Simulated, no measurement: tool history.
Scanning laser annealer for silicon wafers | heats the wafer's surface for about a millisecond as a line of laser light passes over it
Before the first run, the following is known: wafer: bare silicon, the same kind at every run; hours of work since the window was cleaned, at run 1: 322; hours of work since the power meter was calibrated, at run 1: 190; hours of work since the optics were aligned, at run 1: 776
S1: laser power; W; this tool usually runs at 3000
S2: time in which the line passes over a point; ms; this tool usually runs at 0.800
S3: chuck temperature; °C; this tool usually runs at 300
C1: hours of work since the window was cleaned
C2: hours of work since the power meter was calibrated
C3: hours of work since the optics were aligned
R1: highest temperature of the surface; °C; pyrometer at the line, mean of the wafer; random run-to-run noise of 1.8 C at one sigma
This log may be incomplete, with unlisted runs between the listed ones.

run,day,S1,S2,S3,C1,C2,C3,R1
1,0.000,3000,0.800,300,322,190,776,1030
2,0.812,3000,0.800,300,335,203,789,1031
3,1.854,3000,0.800,290,351,218,805,1017
4,2.629,3000,0.800,290,362,230,816,1018
5,3.433,3000,0.800,314,375,243,829,1041
6,4.938,3000,0.800,314,398,265,852,1040
7,6.258,3000,0.800,314,418,286,872,1038
8,7.496,2597,0.642,299,436,304,890,869
9,8.838,2932,0.800,263,457,325,911,971
10,9.583,2858,0.800,263,468,336,922,952
11,10.467,2639,0.999,324,482,350,936,1033
12,11.912,3277,0.999,297,504,372,958,1164

Below, each run's measurement less what the same run would have read without the hidden state. Both values contain the same run-to-run variation, but the gauge's scatter may not be the same in both:
What the log doesn't record here: light that passes the window, % of a clean one's; laser's true power over the reading, %; width of the line over the set one, %; drift of the gauge itself on peak_c, C.
run,R1
1,-25
2,-25
3,-26
4,-27
5,-27
6,-29
7,-30
8,-25
9,-32
10,-32
11,-34
12,-42
